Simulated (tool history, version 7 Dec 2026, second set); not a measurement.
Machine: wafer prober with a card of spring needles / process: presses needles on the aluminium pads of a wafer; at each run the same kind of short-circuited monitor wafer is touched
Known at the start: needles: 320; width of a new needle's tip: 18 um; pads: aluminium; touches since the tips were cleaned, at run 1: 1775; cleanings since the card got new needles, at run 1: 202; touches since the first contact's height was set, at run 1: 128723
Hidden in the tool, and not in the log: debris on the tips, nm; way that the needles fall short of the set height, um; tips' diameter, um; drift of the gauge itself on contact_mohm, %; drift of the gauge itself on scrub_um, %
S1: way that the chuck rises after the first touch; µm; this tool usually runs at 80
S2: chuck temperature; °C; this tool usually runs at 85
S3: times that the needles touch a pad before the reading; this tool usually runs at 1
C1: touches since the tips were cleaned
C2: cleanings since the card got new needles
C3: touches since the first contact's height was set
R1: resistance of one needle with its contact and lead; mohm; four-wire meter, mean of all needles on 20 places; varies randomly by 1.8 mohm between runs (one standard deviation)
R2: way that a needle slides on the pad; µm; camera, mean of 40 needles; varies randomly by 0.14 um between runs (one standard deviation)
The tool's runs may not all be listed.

| run | hour | S1 | S2 | S3 | C1 | C2 | C3 | R1 | R2 |
|---|---|---|---|---|---|---|---|---|---|
| 1 | 0.0 | 80 | 85 | 1 | 1775 | 202 | 128723 | 210 | 15.26 |
|  | 1.2 | tips cleaned on abrasive film |
|  | 5.5 | tips cleaned on abrasive film |
|  | 10.9 | tips cleaned on abrasive film |
|  | 15.2 | tips cleaned on abrasive film |
|  | 20.6 | tips cleaned on abrasive film |
|  | 25.5 | tips cleaned on abrasive film |
| 2 | 25.5 | 86 | 85 | 1 | 0 | 208 | 140515 | 201 | 16.23 |
|  | 30.9 | tips cleaned on abrasive film |
|  | 36.3 | tips cleaned on abrasive film |
|  | 41.7 | tips cleaned on abrasive film |
|  | 46.1 | tips cleaned on abrasive film |
| 3 | 49.9 | 80 | 85 | 1 | 1814 | 212 | 151863 | 211 | 14.88 |
|  | 51.1 | tips cleaned on abrasive film |
|  | 56.5 | tips cleaned on abrasive film |
|  | 60.8 | tips cleaned on abrasive film |
| 4 | 61.5 | 80 | 85 | 1 | 346 | 215 | 157227 | 205 | 14.66 |
|  | 65.9 | tips cleaned on abrasive film |
|  | 71.3 | tips cleaned on abrasive film |
| 5 | 74.7 | 80 | 85 | 1 | 1609 | 217 | 163352 | 210 | 14.98 |
|  | 75.8 | tips cleaned on abrasive film |
|  | 81.2 | tips cleaned on abrasive film |
|  | 85.6 | tips cleaned on abrasive film |
| 6 | 86.7 | 80 | 85 | 1 | 512 | 220 | 168883 | 204 | 14.71 |
|  | 90.0 | tips cleaned on abrasive film |
|  | 95.4 | tips cleaned on abrasive film |
|  | 100.8 | tips cleaned on abrasive film |
| 7 | 104.7 | 80 | 85 | 1 | 1832 | 223 | 177257 | 213 | 14.72 |
|  | 105.8 | tips cleaned on abrasive film |
|  | 110.2 | tips cleaned on abrasive film |
|  | 112.6 | height of the first contact set anew |
|  | 115.9 | tips cleaned on abrasive film |
|  | 121.3 | tips cleaned on abrasive film |
| 8 | 122.2 | 80 | 85 | 1 | 447 | 227 | 4461 | 202 | 16.06 |
|  | 126.6 | tips cleaned on abrasive film |
|  | 128.8 | tips cleaned on abrasive film, once more |
|  | 134.2 | tips cleaned on abrasive film |
| 9 | 137.3 | 81 | 85 | 1 | 1473 | 230 | 11454 | 208 | 16.33 |
|  | 139.5 | tips cleaned on abrasive film |
|  | 144.9 | tips cleaned on abrasive film |
|  | 150.3 | tips cleaned on abrasive film |
|  | 155.7 | tips cleaned on abrasive film |
|  | 161.1 | tips cleaned on abrasive film |
| 10 | 161.9 | 80 | 85 | 1 | 345 | 235 | 22839 | 204 | 15.87 |
|  | 166.2 | tips cleaned on abrasive film |
|  | 171.6 | tips cleaned on abrasive film |
|  | 183.6 | card fitted with new needles |
|  | 187.9 | tips cleaned on abrasive film |
|  | 193.3 | tips cleaned on abrasive film |
|  | 198.7 | tips cleaned on abrasive film |
| 11 | 199.5 | 62 | 55 | 1 | 375 | 3 | 7400 | 193 | 12.33 |
|  | 203.9 | tips cleaned on abrasive film |
|  | 209.3 | tips cleaned on abrasive film |
|  | 214.7 | tips cleaned on abrasive film |
|  | 220.1 | tips cleaned on abrasive film |
| 12 | 222.3 | 62 | 55 | 1 | 1073 | 7 | 18007 | 200 | 12.19 |
|  | 224.6 | tips cleaned on abrasive film |
|  | 228.9 | tips cleaned on abrasive film |
|  | 234.3 | tips cleaned on abrasive film |
|  | 239.7 | tips cleaned on abrasive film |
| 13 | 242.8 | 96 | 78 | 1 | 1457 | 11 | 27498 | 198 | 19.17 |
|  | 245.0 | tips cleaned on abrasive film |
|  | 250.4 | tips cleaned on abrasive film |
|  | 255.8 | tips cleaned on abrasive film |
|  | 260.2 | tips cleaned on abrasive film |
| 14 | 260.2 | 96 | 78 | 1 | 15 | 15 | 35542 | 196 | 18.96 |
|  | 264.6 | tips cleaned on abrasive film |
|  | 270.0 | tips cleaned on abrasive film |
| 15 | 273.7 | 80 | 85 | 2 | 1768 | 17 | 41851 | 201 | 15.74 |
|  | 274.9 | tips cleaned on abrasive film |
|  | 280.3 | tips cleaned on abrasive film |
|  | 285.7 | tips cleaned on abrasive film |
| 16 | 286.2 | 92 | 85 | 2 | 221 | 20 | 47591 | 197 | 18.05 |
|  | 290.5 | tips cleaned on abrasive film |
|  | 295.9 | tips cleaned on abrasive film |
|  | 300.5 | tips cleaned on abrasive film |
| 17 | 300.5 | 80 | 85 | 2 | 0 | 23 | 54238 | 199 | 15.84 |
|  | 305.9 | tips cleaned on abrasive film |
|  | 311.3 | tips cleaned on abrasive film |
| 18 | 314.7 | 80 | 106 | 2 | 1580 | 25 | 60834 | 205 | 15.68 |
|  | 315.8 | tips cleaned on abrasive film |
|  | 320.2 | tips cleaned on abrasive film |
|  | 325.6 | tips cleaned on abrasive film |
|  | 331.0 | tips cleaned on abrasive film |
|  | 336.4 | tips cleaned on abrasive film |
| 19 | 340.2 | 80 | 106 | 2 | 1816 | 30 | 72687 | 207 | 15.46 |

Alternative continuations, all from the tool just after run 19; predict every row:
|  | 341.4 | tips cleaned on abrasive film |
|  | 346.8 | tips cleaned on abrasive film |
|  | 352.2 | tips cleaned on abrasive film |
|  | 356.5 | tips cleaned on abrasive film |
| A | 357.0 | 80 | 34 | 3 | 225 | 34 | 80440 | ? | ? |
|  | 341.4 | tips cleaned on abrasive film |
|  | 346.8 | tips cleaned on abrasive film |
|  | 352.2 | tips cleaned on abrasive film |
|  | 356.5 | tips cleaned on abrasive film |
| B | 357.0 | 80 | 95 | 3 | 225 | 34 | 80440 | ? | ? |
|  | 341.4 | tips cleaned on abrasive film |
|  | 346.8 | tips cleaned on abrasive film |
|  | 352.2 | tips cleaned on abrasive film |
|  | 356.5 | tips cleaned on abrasive film |
| C | 357.0 | 80 | 85 | 1 | 225 | 34 | 80440 | ? | ? |
|  | 341.4 | tips cleaned on abrasive film |
|  | 346.8 | tips cleaned on abrasive film |
|  | 352.2 | tips cleaned on abrasive film |
|  | 356.5 | tips cleaned on abrasive film |
| D | 357.0 | 62 | 35 | 1 | 225 | 34 | 80440 | ? | ? |

| run | R1 | R2 |
|---|---|---|
| A | 190 | 15.52 |
| B | 198 | 15.52 |
| C | 200 | 15.25 |
| D | 189 | 11.80 |
Take away the tool's hidden state, keep each run's random variation, and the runs would have read:
| run | R1 | R2 |
|---|---|---|
| A | 189 | 16.04 |
| B | 197 | 16.05 |
| C | 198 | 15.77 |
| D | 186 | 12.33 |

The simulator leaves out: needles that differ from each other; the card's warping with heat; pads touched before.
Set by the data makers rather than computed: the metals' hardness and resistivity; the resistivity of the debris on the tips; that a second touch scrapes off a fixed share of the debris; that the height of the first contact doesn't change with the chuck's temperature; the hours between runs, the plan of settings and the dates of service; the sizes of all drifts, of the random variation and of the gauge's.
